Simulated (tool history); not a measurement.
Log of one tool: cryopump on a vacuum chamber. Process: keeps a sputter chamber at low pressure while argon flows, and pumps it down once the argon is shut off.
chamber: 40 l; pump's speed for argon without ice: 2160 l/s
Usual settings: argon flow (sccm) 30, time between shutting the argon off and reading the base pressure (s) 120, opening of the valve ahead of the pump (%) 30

run   hour  argon flow (sccm)  time between shutting the argon off and reading the base pressure (s)  opening of the valve ahead of the pump (%)  pressure while argon flows (Pa)  pressure after the wait (uPa)
  1    0.0                 30                                                                    120                                          30                           0.0802                           1.06
  2   19.9                 30                                                                     21                                          30                           0.0790                           3.32
  3   39.6                 30                                                                     21                                          30                           0.0793                           3.51
  4   53.7                 30                                                                     21                                          30                           0.0797                           3.29
  5   71.7                 30                                                                     21                                          30                           0.0799                           3.40
  6   93.6                 13                                                                    120                                          30                           0.0346                           1.12
  7  110.2                 13                                                                    120                                          30                           0.0344                           1.14
  8  131.0                 31                                                                    120                                          30                           0.0835                           1.06
  9  145.3                 56                                                                    120                                          38                           0.1205                           1.10
 10  155.4                 56                                                                    120                                          38                           0.1201                           1.14
 11  168.0                 30                                                                     31                                          16                           0.1495                           2.50
 12  184.3                 30                                                                     31                                          16                           0.1481                           2.49

Forecast each of these 3 alternatives for the next run:
  A  195.8                 25                                                                    275                                          18                                ?                              ?
  B  195.8                 30                                                                    120                                          43                                ?                              ?
  C  195.8                 30                                                                    120                                          43                                ?                              ?

run  pressure while argon flows (Pa)  pressure after the wait (uPa)
  A                           0.1104                           0.90
  B                           0.0575                           1.15
  C                           0.0577                           1.16
Without the tool's hidden state the same runs would have given:
run  pressure while argon flows (Pa)  pressure after the wait (uPa)
  A                           0.1080                           0.38
  B                           0.0545                           0.63
  C                           0.0546                           0.63

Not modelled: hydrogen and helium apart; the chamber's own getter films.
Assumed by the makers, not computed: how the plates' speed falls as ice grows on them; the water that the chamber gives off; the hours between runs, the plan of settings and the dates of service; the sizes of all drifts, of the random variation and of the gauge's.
